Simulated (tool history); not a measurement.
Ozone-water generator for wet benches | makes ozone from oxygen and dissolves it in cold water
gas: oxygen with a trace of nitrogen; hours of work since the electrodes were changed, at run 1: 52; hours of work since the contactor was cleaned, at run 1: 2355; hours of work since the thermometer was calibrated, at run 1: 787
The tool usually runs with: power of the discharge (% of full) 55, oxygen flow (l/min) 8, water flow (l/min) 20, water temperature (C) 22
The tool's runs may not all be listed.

| run | hour | power of the discharge (% of full) | oxygen flow (l/min) | water flow (l/min) | water temperature (C) | hours of work since the electrodes were changed | hours of work since the contactor was cleaned | hours of work since the thermometer was calibrated | dissolved ozone (ppm) | ozone in the gas ahead of the water (g/m3) |
|---|---|---|---|---|---|---|---|---|---|---|
| 1 | 0 | 55 | 8 | 20 | 22 | 52 | 2355 | 787 | 17.2 | 170.5 |
| 2 | 24.4 | 55 | 8 | 20 | 22 | 67 | 2370 | 802 | 16.9 | 170.5 |
| 3 | 47.2 | 55 | 8 | 20 | 22 | 81 | 2384 | 815 | 17.1 | 169.3 |
| 4 | 67.8 | 55 | 9.48 | 20 | 22 | 93 | 2396 | 828 | 17.3 | 159.6 |
| 5 | 87.8 | 55 | 9.48 | 20 | 22 | 105 | 2408 | 840 | 17.2 | 160.1 |
| 6 | 128.3 | 55 | 8 | 20 | 22 | 130 | 2433 | 864 | 17.1 | 168.9 |
| 7 | 168.2 | 55 | 8 | 20 | 22 | 154 | 2457 | 889 | 17.1 | 170.5 |
| 8 | 199.3 | 55 | 8 | 20 | 22 | 173 | 2476 | 907 | 16.9 | 169.1 |
| 9 | 241.1 | 55 | 8 | 20 | 22 | 198 | 2501 | 933 | 16.9 | 170.1 |
| 10 | 264.5 | 55 | 8 | 20 | 22 | 212 | 2515 | 947 | 17 | 170.1 |
| 11 | 290.5 | 55 | 8 | 20 | 22 | 228 | 2531 | 963 | 17 | 169.8 |
| 12 | 313.4 | 55 | 8 | 20 | 22 | 242 | 2545 | 976 | 17.1 | 170.8 |
|  | 320.6 | contactor cleaned |
| 13 | 361.2 | 55 | 8 | 20 | 22 | 268 | 25 | 1003 | 16.4 | 170 |
| 14 | 400.9 | 55 | 8 | 20 | 25 | 292 | 49 | 1027 | 15.2 | 169.4 |
| 15 | 443.6 | 44 | 8 | 20 | 22 | 318 | 74 | 1053 | 13.7 | 142.4 |
| 16 | 478 | 44 | 8 | 20 | 22 | 339 | 95 | 1074 | 13.8 | 142.1 |
| 17 | 500.3 | 55 | 4.59 | 18 | 22 | 352 | 109 | 1087 | 16.1 | 203.3 |
| 18 | 528.9 | 96 | 9.14 | 16 | 22 | 369 | 126 | 1104 | 28.4 | 245.9 |
|  | 557.5 | contactor cleaned, once more |
| 19 | 563.9 | 55 | 4.57 | 20 | 23 | 388 | 4 | 1123 | 15.7 | 203.9 |

For run 20, what comes out?
| 20 | 599.3 | 55 | 4.57 | 20 | 23 | 410 | 25 | 1144 | ? | ? |

dissolved ozone (ppm): 16.4
ozone in the gas ahead of the water (g/m3): 204.6
With no hidden state in the tool, this same run would have given dissolved ozone (ppm) 16.5, ozone in the gas ahead of the water (g/m3) 205.3.
